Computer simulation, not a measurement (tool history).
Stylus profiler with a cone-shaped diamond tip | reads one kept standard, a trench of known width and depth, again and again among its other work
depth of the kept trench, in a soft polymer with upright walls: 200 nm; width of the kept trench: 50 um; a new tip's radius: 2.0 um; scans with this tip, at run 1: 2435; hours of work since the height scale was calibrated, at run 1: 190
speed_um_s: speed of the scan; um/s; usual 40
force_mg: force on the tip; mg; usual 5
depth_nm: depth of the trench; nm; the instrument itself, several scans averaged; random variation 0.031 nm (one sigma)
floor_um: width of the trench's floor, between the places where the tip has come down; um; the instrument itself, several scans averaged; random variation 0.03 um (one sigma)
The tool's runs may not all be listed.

run   hour  speed_um_s  force_mg  scans with this tip  hours of work since the height scale was calibrated  depth_nm  floor_um
  1      0          40         5                 2435                                                  190    203.83      48.1
  2   15.6          40     10.94                 2595                                                  202    206.42     48.08
  3   41.8          40     10.94                 2863                                                  223    206.44     48.07
  4   69.7          40     10.94                 3148                                                  246    206.48     48.03
  5   94.2          40     10.94                 3399                                                  265    206.48     48.02
  6  112.7          40     10.94                 3588                                                  280    206.46     48.02
  7  134.8          40     10.94                 3814                                                  298    206.45     48.07
  8  152.9          40     10.94                 3999                                                  312    206.43     47.96
  9  164.4          40     10.94                 4116                                                  321    206.47     48.05
 10  190.3          40     14.03                 4381                                                  342     207.6     47.95
 11  207.4          21     14.03                 4557                                                  356    207.58     48.03
 12  222.4          21     14.03                 4710                                                  368    207.63     48.02
 13  242.7          21     14.03                 4917                                                  384    207.66     47.96
 14  259.8          12      7.12                 5093                                                  397     204.9     47.99
 15  277.4          12      7.12                 5273                                                  412    204.84     47.99
 16  302.6          12      7.12                 5530                                                  432    204.94     47.99
 17  330.7          80      8.44                 5818                                                  454    205.47     47.85
 18  344.6          80      8.44                 5960                                                  465    205.47     47.88
 19  363.7          13     13.11                 6156                                                  480    207.31     47.93
 20  386.2          28     10.85                 6386                                                  498    206.45     47.89
 21  405.4          28     10.85                 6582                                                  514    206.52      47.9
 22  432.7          28     10.85                 6861                                                  536    206.49     47.92

Forecast run 23:
 23  460.8          19      2.49                 7149                                                  558         ?         ?

depth_nm: 202.53 nm
floor_um: 47.91 um
Without the tool's hidden state the same run would have given depth_nm 202.39 nm, floor_um 48.24 um.

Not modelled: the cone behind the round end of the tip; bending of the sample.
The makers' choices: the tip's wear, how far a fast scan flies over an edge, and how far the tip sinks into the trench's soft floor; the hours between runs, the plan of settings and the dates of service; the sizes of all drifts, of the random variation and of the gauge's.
